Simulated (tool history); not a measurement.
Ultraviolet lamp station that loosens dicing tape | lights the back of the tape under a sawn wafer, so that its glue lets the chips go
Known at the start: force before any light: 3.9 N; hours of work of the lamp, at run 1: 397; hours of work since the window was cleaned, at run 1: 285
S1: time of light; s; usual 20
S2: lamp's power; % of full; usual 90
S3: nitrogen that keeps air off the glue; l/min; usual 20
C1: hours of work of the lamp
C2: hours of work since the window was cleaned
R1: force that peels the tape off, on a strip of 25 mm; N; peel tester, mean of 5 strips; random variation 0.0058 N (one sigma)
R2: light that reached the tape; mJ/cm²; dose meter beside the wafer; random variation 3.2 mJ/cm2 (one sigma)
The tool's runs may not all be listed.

run 1 hour=0.0 | S1=20 S2=90 S3=20 | C1=397 C2=285 | R1=0.183 R2=383
run 2 hour=38.2 | S1=20 S2=73 S3=20 | C1=416 C2=305 | R1=0.281 R2=309
run 3 hour=70.8 | S1=20 S2=73 S3=20 | C1=433 C2=322 | R1=0.285 R2=303
run 4 hour=93.7 | S1=20 S2=73 S3=20 | C1=445 C2=334 | R1=0.280 R2=299
run 5 hour=126.4 | S1=20 S2=73 S3=20 | C1=462 C2=351 | R1=0.288 R2=296
run 6 hour=152.3 | S1=20 S2=90 S3=15 | C1=476 C2=364 | R1=0.235 R2=357
run 7 hour=170.1 | S1=20 S2=90 S3=20 | C1=485 C2=373 | R1=0.220 R2=359
run 8 hour=204.0 | S1=20 S2=90 S3=20 | C1=503 C2=391 | R1=0.216 R2=358
run 9 hour=236.0 | S1=20 S2=90 S3=20 | C1=519 C2=408 | R1=0.224 R2=350
run 10 hour=270.9 | S1=20 S2=90 S3=20 | C1=537 C2=426 | R1=0.228 R2=343
run 11 hour=289.5 | S1=20 S2=90 S3=20 | C1=547 C2=435 | R1=0.225 R2=345
-- hour=299.9 window cleaned of glue's vapour
run 12 hour=314.8 | S1=20 S2=90 S3=20 | C1=560 C2=8 | R1=0.259 R2=315
run 13 hour=344.3 | S1=34 S2=90 S3=20 | C1=575 C2=23 | R1=0.153 R2=531
run 14 hour=363.4 | S1=20 S2=90 S3=26 | C1=585 C2=33 | R1=0.239 R2=310
run 15 hour=388.2 | S1=20 S2=90 S3=26 | C1=598 C2=46 | R1=0.256 R2=309
run 16 hour=419.1 | S1=20 S2=90 S3=26 | C1=614 C2=62 | R1=0.246 R2=304
run 17 hour=440.7 | S1=20 S2=90 S3=26 | C1=625 C2=73 | R1=0.254 R2=297
run 18 hour=469.9 | S1=20 S2=90 S3=26 | C1=641 C2=88 | R1=0.249 R2=297
-- hour=483.6 window cleaned of glue's vapour, once more
run 19 hour=512.2 | S1=20 S2=90 S3=26 | C1=662 C2=15 | R1=0.167 R2=393
run 20 hour=550.9 | S1=20 S2=90 S3=26 | C1=682 C2=35 | R1=0.176 R2=385
run 21 hour=575.9 | S1=20 S2=89 S3=26 | C1=695 C2=48 | R1=0.176 R2=378
run 22 hour=616.7 | S1=20 S2=89 S3=26 | C1=717 C2=69 | R1=0.183 R2=370
run 23 hour=649.2 | S1=20 S2=79 S3=35 | C1=734 C2=86 | R1=0.204 R2=327
run 24 hour=675.2 | S1=20 S2=87 S3=9 | C1=747 C2=100 | R1=0.323 R2=355
run 25 hour=702.0 | S1=11 S2=71 S3=17 | C1=761 C2=114 | R1=0.868 R2=161
run 26 hour=743.9 | S1=16 S2=71 S3=17 | C1=783 C2=135 | R1=0.516 R2=224
run 27 hour=783.6 | S1=16 S2=71 S3=17 | C1=803 C2=156 | R1=0.527 R2=223
run 28 hour=812.4 | S1=28 S2=71 S3=11 | C1=818 C2=171 | R1=0.258 R2=381
run 29 hour=840.7 | S1=11 S2=76 S3=6 | C1=833 C2=186 | R1=1.297 R2=161
run 30 hour=868.5 | S1=26 S2=90 S3=6 | C1=848 C2=200 | R1=0.273 R2=449
run 31 hour=891.4 | S1=15 S2=90 S3=12 | C1=859 C2=212 | R1=0.485 R2=254
run 32 hour=921.2 | S1=33 S2=66 S3=37 | C1=875 C2=227 | R1=0.153 R2=405
run 33 hour=947.0 | S1=38 S2=68 S3=12 | C1=888 C2=241 | R1=0.171 R2=476
run 34 hour=981.2 | S1=38 S2=68 S3=12 | C1=906 C2=259 | R1=0.185 R2=472
run 35 hour=1007.8 | S1=19 S2=90 S3=27 | C1=920 C2=273 | R1=0.249 R2=303
run 36 hour=1039.5 | S1=22 S2=67 S3=9 | C1=936 C2=289 | R1=0.548 R2=261
run 37 hour=1068.6 | S1=22 S2=77 S3=11 | C1=952 C2=304 | R1=0.406 R2=298
run 38 hour=1102.1 | S1=22 S2=77 S3=11 | C1=969 C2=322 | R1=0.410 R2=296
run 39 hour=1143.3 | S1=18 S2=90 S3=40 | C1=990 C2=343 | R1=0.239 R2=279
run 40 hour=1168.9 | S1=18 S2=90 S3=40 | C1=1004 C2=356 | R1=0.249 R2=274
run 41 hour=1195.5 | S1=13 S2=83 S3=8 | C1=1018 C2=370 | R1=0.991 R2=180
run 42 hour=1226.7 | S1=13 S2=83 S3=8 | C1=1034 C2=386 | R1=0.986 R2=177
run 43 hour=1246.2 | S1=20 S2=99 S3=17 | C1=1044 C2=396 | R1=0.266 R2=324

4 ways to go on from here, each from the tool as it stands after run 43. What would each give?
run A hour=1287.6 | S1=14 S2=78 S3=27 | C1=1065 C2=418 | R1=? R2=?
run B hour=1287.6 | S1=11 S2=66 S3=40 | C1=1065 C2=418 | R1=? R2=?
run C hour=1287.6 | S1=20 S2=81 S3=17 | C1=1065 C2=418 | R1=? R2=?
run D hour=1287.6 | S1=20 S2=90 S3=26 | C1=1065 C2=418 | R1=? R2=?

run=A R1=0.635 R2=177
run=B R1=1.018 R2=116
run=C R1=0.391 R2=259
run=D R1=0.276 R2=293
Without the tool's hidden state the same runs would have given:
run=A R1=0.254 R2=299
run=B R1=0.457 R2=197
run=C R1=0.165 R2=440
run=D R1=0.145 R2=495
